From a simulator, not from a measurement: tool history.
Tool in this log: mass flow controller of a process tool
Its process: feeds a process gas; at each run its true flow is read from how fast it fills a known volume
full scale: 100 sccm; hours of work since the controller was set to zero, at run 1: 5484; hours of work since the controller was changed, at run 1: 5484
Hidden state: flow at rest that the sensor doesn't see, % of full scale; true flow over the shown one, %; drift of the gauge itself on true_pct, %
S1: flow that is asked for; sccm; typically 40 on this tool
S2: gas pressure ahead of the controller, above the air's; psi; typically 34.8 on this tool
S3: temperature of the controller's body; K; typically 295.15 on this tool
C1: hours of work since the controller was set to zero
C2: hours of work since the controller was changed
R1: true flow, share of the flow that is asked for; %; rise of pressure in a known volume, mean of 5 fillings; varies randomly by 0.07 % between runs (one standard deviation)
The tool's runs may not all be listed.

run 1 hour=0.0 | S1=40 S2=34.8 S3=295.15 | C1=5484 C2=5484 | R1=97.91
run 2 hour=93.1 | S1=40 S2=34.8 S3=295.15 | C1=5539 C2=5539 | R1=97.73
run 3 hour=164.1 | S1=65 S2=34.8 S3=295.15 | C1=5580 C2=5580 | R1=98.42
run 4 hour=235.6 | S1=65 S2=34.8 S3=295.15 | C1=5622 C2=5622 | R1=98.63
run 5 hour=351.9 | S1=65 S2=34.8 S3=295.15 | C1=5690 C2=5690 | R1=98.45
run 6 hour=421.6 | S1=65 S2=34.8 S3=295.15 | C1=5731 C2=5731 | R1=98.61
run 7 hour=541.0 | S1=40 S2=31.6 S3=295.15 | C1=5801 C2=5801 | R1=98.14
-- hour=652.7 controller exchanged for a calibrated one
run 8 hour=656.5 | S1=15 S2=34.8 S3=304.15 | C1=2 C2=2 | R1=98.09
run 9 hour=764.9 | S1=15 S2=34.1 S3=310.15 | C1=66 C2=66 | R1=98.82
run 10 hour=844.4 | S1=23 S2=37.1 S3=304.15 | C1=112 C2=112 | R1=98.15
run 11 hour=944.5 | S1=40 S2=27.1 S3=294.15 | C1=171 C2=171 | R1=98.23
run 12 hour=1051.0 | S1=32 S2=28.4 S3=298.15 | C1=233 C2=233 | R1=98.29
run 13 hour=1160.3 | S1=32 S2=28.4 S3=298.15 | C1=297 C2=297 | R1=98.41
run 14 hour=1241.3 | S1=81 S2=28.4 S3=298.15 | C1=345 C2=345 | R1=99.53

What differs in the tool's unlogged condition from the final listed run ahead of each entry between runs to the first listed run following it?
Runs 7 to 8: controller exchanged for a calibrated one (hour 652.7)
  flow at rest that the sensor doesn't see, % of full scale: -0.003 -> 0; true flow over the shown one, %: -0.01 -> 0
